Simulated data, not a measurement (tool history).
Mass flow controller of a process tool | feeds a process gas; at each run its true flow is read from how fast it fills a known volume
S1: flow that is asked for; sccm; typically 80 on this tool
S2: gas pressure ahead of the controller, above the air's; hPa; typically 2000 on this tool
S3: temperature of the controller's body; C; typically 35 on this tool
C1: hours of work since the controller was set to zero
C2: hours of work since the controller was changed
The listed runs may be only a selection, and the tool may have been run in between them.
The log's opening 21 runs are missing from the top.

run 22 day=186.933 | S1=31 S2=2500 S3=22 | C1=2176 C2=7744 | true_flow_(%)=97.22
-- day=187.825 gauge calibrated
run 23 day=195.658 | S1=51 S2=2040 S3=35 | C1=2311 C2=7878 | true_flow_(%)=97.79
run 24 day=202.162 | S1=69 S2=2000 S3=37 | C1=2412 C2=7979 | true_flow_(%)=98.45
run 25 day=210.088 | S1=17 S2=2000 S3=29 | C1=2534 C2=8102 | true_flow_(%)=96.67
run 26 day=219.988 | S1=80 S2=1860 S3=35 | C1=2687 C2=8255 | true_flow_(%)=98.67
run 27 day=227.404 | S1=14 S2=1870 S3=34 | C1=2802 C2=8369 | true_flow_(%)=96.49
run 28 day=234.708 | S1=29 S2=1870 S3=34 | C1=2915 C2=8482 | true_flow_(%)=97.04
run 29 day=246.942 | S1=80 S2=2000 S3=34 | C1=3104 C2=8672 | true_flow_(%)=98.66
run 30 day=254.712 | S1=85 S2=1510 S3=29 | C1=3224 C2=8792 | true_flow_(%)=99.10
run 31 day=262.533 | S1=85 S2=1500 S3=30 | C1=3345 C2=8913 | true_flow_(%)=98.81
run 32 day=272.508 | S1=80 S2=1530 S3=23 | C1=3499 C2=9067 | true_flow_(%)=98.91
run 33 day=284.146 | S1=24 S2=1710 S3=35 | C1=3679 C2=9247 | true_flow_(%)=96.53
run 34 day=296.904 | S1=14 S2=2000 S3=30 | C1=3877 C2=9444 | true_flow_(%)=96.47
run 35 day=308.212 | S1=28 S2=2000 S3=36 | C1=4052 C2=9619 | true_flow_(%)=96.51
run 36 day=319.267 | S1=78 S2=1670 S3=36 | C1=4223 C2=9790 | true_flow_(%)=98.07
run 37 day=325.175 | S1=73 S2=2650 S3=27 | C1=4314 C2=9881 | true_flow_(%)=98.63
run 38 day=335.104 | S1=27 S2=1750 S3=27 | C1=4468 C2=10035 | true_flow_(%)=96.67
run 39 day=340.817 | S1=27 S2=2530 S3=35 | C1=4556 C2=10123 | true_flow_(%)=96.63
run 40 day=350.408 | S1=21 S2=2780 S3=35 | C1=4704 C2=10272 | true_flow_(%)=96.50
run 41 day=359.925 | S1=18 S2=1560 S3=37 | C1=4851 C2=10419 | true_flow_(%)=95.82

Branching from run 41: 3 alternative next runs. What would each branch give?
run A day=367.879 | S1=68 S2=1480 S3=27 | C1=4974 C2=10542 | true_flow_(%)=?
run B day=367.879 | S1=44 S2=2630 S3=37 | C1=4974 C2=10542 | true_flow_(%)=?
run C day=367.879 | S1=80 S2=1550 S3=26 | C1=4974 C2=10542 | true_flow_(%)=?

run=A true_flow_(%)=97.91
run=B true_flow_(%)=96.95
run=C true_flow_(%)=98.37
Had the tool no hidden state, the same runs would have come out as:
run=A true_flow_(%)=98.64
run=B true_flow_(%)=97.67
run=C true_flow_(%)=99.09

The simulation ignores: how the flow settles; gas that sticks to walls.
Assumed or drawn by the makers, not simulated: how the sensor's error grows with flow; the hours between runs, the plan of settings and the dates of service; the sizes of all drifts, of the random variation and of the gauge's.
